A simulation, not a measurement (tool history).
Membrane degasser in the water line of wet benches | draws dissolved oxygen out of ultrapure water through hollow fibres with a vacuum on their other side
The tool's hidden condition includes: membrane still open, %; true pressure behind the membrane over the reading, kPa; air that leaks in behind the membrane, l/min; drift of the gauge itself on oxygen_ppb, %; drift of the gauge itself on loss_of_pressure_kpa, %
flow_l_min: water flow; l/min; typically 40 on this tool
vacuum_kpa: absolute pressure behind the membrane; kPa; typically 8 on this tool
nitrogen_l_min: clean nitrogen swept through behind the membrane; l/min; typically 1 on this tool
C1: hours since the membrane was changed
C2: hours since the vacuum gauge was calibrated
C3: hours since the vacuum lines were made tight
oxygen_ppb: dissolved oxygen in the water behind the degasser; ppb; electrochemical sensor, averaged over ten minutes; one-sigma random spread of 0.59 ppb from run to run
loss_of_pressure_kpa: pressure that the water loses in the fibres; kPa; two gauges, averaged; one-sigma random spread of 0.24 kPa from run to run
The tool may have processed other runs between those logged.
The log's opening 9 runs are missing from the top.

{"run": 10, "hour": 2205.7, "flow_l_min": 40, "vacuum_kpa": 11.12, "nitrogen_l_min": 1, "C1": 14286, "C2": 5761, "C3": 5252, "oxygen_ppb": 599.7, "loss_of_pressure_kpa": 64.62}
{"hour": 2393.3, "done": "vacuum gauge calibrated"}
{"run": 11, "hour": 2461.5, "flow_l_min": 40, "vacuum_kpa": 11.12, "nitrogen_l_min": 1, "C1": 14542, "C2": 68, "C3": 5507, "oxygen_ppb": 600.8, "loss_of_pressure_kpa": 64.84}
{"run": 12, "hour": 2691.6, "flow_l_min": 33, "vacuum_kpa": 8, "nitrogen_l_min": 1, "C1": 14772, "C2": 298, "C3": 5738, "oxygen_ppb": 318.7, "loss_of_pressure_kpa": 53.16}
{"run": 13, "hour": 3015.6, "flow_l_min": 33, "vacuum_kpa": 8, "nitrogen_l_min": 1, "C1": 15096, "C2": 622, "C3": 6062, "oxygen_ppb": 319.8, "loss_of_pressure_kpa": 52.81}
{"run": 14, "hour": 3203.5, "flow_l_min": 40, "vacuum_kpa": 8, "nitrogen_l_min": 1, "C1": 15284, "C2": 810, "C3": 6249, "oxygen_ppb": 375.1, "loss_of_pressure_kpa": 64.7}
{"run": 15, "hour": 3388.0, "flow_l_min": 40, "vacuum_kpa": 8, "nitrogen_l_min": 1, "C1": 15468, "C2": 995, "C3": 6434, "oxygen_ppb": 373.2, "loss_of_pressure_kpa": 64.89}
{"run": 16, "hour": 3590.0, "flow_l_min": 40, "vacuum_kpa": 8, "nitrogen_l_min": 1, "C1": 15670, "C2": 1197, "C3": 6636, "oxygen_ppb": 374.6, "loss_of_pressure_kpa": 64.74}
{"run": 17, "hour": 3935.7, "flow_l_min": 38, "vacuum_kpa": 8.19, "nitrogen_l_min": 1, "C1": 16016, "C2": 1542, "C3": 6982, "oxygen_ppb": 371.9, "loss_of_pressure_kpa": 61.14}
{"run": 18, "hour": 4254.7, "flow_l_min": 38, "vacuum_kpa": 8.19, "nitrogen_l_min": 1, "C1": 16335, "C2": 1861, "C3": 7301, "oxygen_ppb": 371.3, "loss_of_pressure_kpa": 62.03}
{"run": 19, "hour": 4564.6, "flow_l_min": 40, "vacuum_kpa": 8, "nitrogen_l_min": 1.34, "C1": 16645, "C2": 2171, "C3": 7611, "oxygen_ppb": 297.1, "loss_of_pressure_kpa": 64.33}
{"run": 20, "hour": 4903.2, "flow_l_min": 40, "vacuum_kpa": 13.42, "nitrogen_l_min": 2.06, "C1": 16983, "C2": 2510, "C3": 7949, "oxygen_ppb": 427, "loss_of_pressure_kpa": 64.73}
{"run": 21, "hour": 5238.8, "flow_l_min": 50, "vacuum_kpa": 8, "nitrogen_l_min": 1.38, "C1": 17319, "C2": 2845, "C3": 8285, "oxygen_ppb": 354.4, "loss_of_pressure_kpa": 80.42}
{"run": 22, "hour": 5560.1, "flow_l_min": 55, "vacuum_kpa": 9.18, "nitrogen_l_min": 1.34, "C1": 17640, "C2": 3167, "C3": 8606, "oxygen_ppb": 486.2, "loss_of_pressure_kpa": 89.25}
{"run": 23, "hour": 5827.4, "flow_l_min": 55, "vacuum_kpa": 9.18, "nitrogen_l_min": 1.34, "C1": 17907, "C2": 3434, "C3": 8873, "oxygen_ppb": 484.2, "loss_of_pressure_kpa": 88.62}
{"run": 24, "hour": 6028.1, "flow_l_min": 55, "vacuum_kpa": 14.41, "nitrogen_l_min": 1.98, "C1": 18108, "C2": 3635, "C3": 9074, "oxygen_ppb": 641, "loss_of_pressure_kpa": 88.9}
{"run": 25, "hour": 6270.9, "flow_l_min": 26, "vacuum_kpa": 13.27, "nitrogen_l_min": 2.18, "C1": 18351, "C2": 3878, "C3": 9317, "oxygen_ppb": 273, "loss_of_pressure_kpa": 41.7}
{"run": 26, "hour": 6422.0, "flow_l_min": 40, "vacuum_kpa": 8, "nitrogen_l_min": 0.52, "C1": 18502, "C2": 4029, "C3": 9468, "oxygen_ppb": 594.5, "loss_of_pressure_kpa": 64.67}
{"run": 27, "hour": 6595.0, "flow_l_min": 40, "vacuum_kpa": 8, "nitrogen_l_min": 0.52, "C1": 18675, "C2": 4202, "C3": 9641, "oxygen_ppb": 596.3, "loss_of_pressure_kpa": 64.29}
{"run": 28, "hour": 6896.1, "flow_l_min": 44, "vacuum_kpa": 8, "nitrogen_l_min": 0.52, "C1": 18976, "C2": 4503, "C3": 9942, "oxygen_ppb": 634.5, "loss_of_pressure_kpa": 71.04}
{"run": 29, "hour": 7157.8, "flow_l_min": 44, "vacuum_kpa": 8, "nitrogen_l_min": 0.52, "C1": 19238, "C2": 4764, "C3": 10204, "oxygen_ppb": 634.4, "loss_of_pressure_kpa": 71.32}
{"run": 30, "hour": 7329.4, "flow_l_min": 63, "vacuum_kpa": 8, "nitrogen_l_min": 0.85, "C1": 19409, "C2": 4936, "C3": 10375, "oxygen_ppb": 615.4, "loss_of_pressure_kpa": 102.05}
{"run": 31, "hour": 7589.0, "flow_l_min": 63, "vacuum_kpa": 8, "nitrogen_l_min": 0.85, "C1": 19669, "C2": 5196, "C3": 10635, "oxygen_ppb": 613.7, "loss_of_pressure_kpa": 102.36}

3 ways to go on from here, each from the tool as it stands after run 31. What would each give?
{"run": "A", "hour": 7737.8, "flow_l_min": 45, "vacuum_kpa": 5.68, "nitrogen_l_min": 0.69, "C1": 19818, "C2": 5345, "C3": 10784, "oxygen_ppb": "?", "loss_of_pressure_kpa": "?"}
{"run": "B", "hour": 7737.8, "flow_l_min": 44, "vacuum_kpa": 8, "nitrogen_l_min": 0.85, "C1": 19818, "C2": 5345, "C3": 10784, "oxygen_ppb": "?", "loss_of_pressure_kpa": "?"}
{"run": "C", "hour": 7737.8, "flow_l_min": 63, "vacuum_kpa": 12.47, "nitrogen_l_min": 0.64, "C1": 19818, "C2": 5345, "C3": 10784, "oxygen_ppb": "?", "loss_of_pressure_kpa": "?"}

run=A oxygen_ppb=286.3 loss_of_pressure_kpa=72.54
run=B oxygen_ppb=455.3 loss_of_pressure_kpa=70.92
run=C oxygen_ppb=1298.9 loss_of_pressure_kpa=102.05
With no hidden state in the tool, these same runs would have given:
run=A oxygen_ppb=285.9 loss_of_pressure_kpa=72.37
run=B oxygen_ppb=454.9 loss_of_pressure_kpa=70.75
run=C oxygen_ppb=1298.5 loss_of_pressure_kpa=101.81

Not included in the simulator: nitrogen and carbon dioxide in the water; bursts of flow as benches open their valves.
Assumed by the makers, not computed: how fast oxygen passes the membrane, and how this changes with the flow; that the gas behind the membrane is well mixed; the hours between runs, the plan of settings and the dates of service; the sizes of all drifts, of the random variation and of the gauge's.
